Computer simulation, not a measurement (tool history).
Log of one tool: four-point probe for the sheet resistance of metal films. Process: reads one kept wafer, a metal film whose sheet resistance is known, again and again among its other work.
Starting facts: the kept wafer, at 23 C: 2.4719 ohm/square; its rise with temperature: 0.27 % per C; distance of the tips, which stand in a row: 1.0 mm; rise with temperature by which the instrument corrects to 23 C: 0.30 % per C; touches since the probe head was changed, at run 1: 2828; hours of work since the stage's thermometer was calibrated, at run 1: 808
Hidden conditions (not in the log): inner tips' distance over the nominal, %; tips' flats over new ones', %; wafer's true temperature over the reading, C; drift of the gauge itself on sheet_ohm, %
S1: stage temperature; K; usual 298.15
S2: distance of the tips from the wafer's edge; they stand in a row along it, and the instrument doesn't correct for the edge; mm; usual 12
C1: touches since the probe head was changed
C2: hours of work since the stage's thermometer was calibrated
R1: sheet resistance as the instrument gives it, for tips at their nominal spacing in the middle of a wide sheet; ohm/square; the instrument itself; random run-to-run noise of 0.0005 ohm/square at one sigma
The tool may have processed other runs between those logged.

run,day,S1,S2,C1,C2,R1
1,0.000,298.15,12,2828,808,2.485493
2,0.629,298.15,12,3103,818,2.485029
3,1.858,298.15,12,3641,839,2.485685
4,3.138,298.15,12,4200,861,2.483670
5,3.988,298.15,12,4571,876,2.485693
6,4.617,305.15,12,4846,886,2.479229
7,5.854,298.15,12,5387,908,2.485900
8,6.554,298.15,12,5693,919,2.485710
9,7.533,298.15,12,6122,936,2.483924
10,8.575,298.15,12,6576,954,2.484732
11,9.612,298.15,15,7030,972,2.481381
12,10.408,298.15,15,7379,985,2.480389
# day 10.554: stage's thermometer calibrated
13,11.354,298.15,13,7782,14,2.484577
14,12.192,298.15,13,8149,28,2.484064
15,13.408,298.15,13,8681,49,2.485398
16,14.767,298.15,13,9275,72,2.484111
17,15.550,298.15,26,9618,85,2.478608
18,16.262,298.15,26,9929,97,2.478242
19,17.579,293.15,19,10504,120,2.485156
20,18.433,293.15,19,10879,135,2.484224
# day 18.912: stage's thermometer calibrated, once more
21,19.912,295.15,69,11516,17,2.476209
22,20.617,303.15,8,11824,29,2.489066
23,21.304,293.15,5,12125,41,2.529923
24,22.742,292.15,6,12752,65,2.514534
25,23.512,292.15,6,13091,79,2.515636
26,24.108,292.15,6,13351,89,2.515041
27,25.388,292.15,6,13910,111,2.514841
28,26.412,292.15,6,14358,128,2.514129
29,27.654,292.15,6,14900,149,2.514952
30,28.367,292.15,6,15213,162,2.514781
31,29.288,292.15,6,15614,177,2.514885
32,30.429,292.15,6,16114,197,2.514410
33,31.650,294.15,38,16648,218,2.477134
34,32.775,305.15,14,17140,237,2.473031
35,33.767,300.15,26,17574,254,2.472359
36,34.808,297.15,32,18030,272,2.474351

Consider 4 possible next runs. They are alternatives, not a sequence: every one starts from the tool as it was left by run 36. What does each give?
A,35.725,300.15,42,18429,287,?
B,35.725,301.15,12,18429,287,?
C,35.725,306.15,5,18429,287,?
D,35.725,291.15,33,18429,287,?

run,R1
A,2.471769
B,2.479636
C,2.516743
D,2.479958
Without the tool's unlogged condition, the same runs would have read:
run,R1
A,2.469213
B,2.477073
C,2.514149
D,2.477387
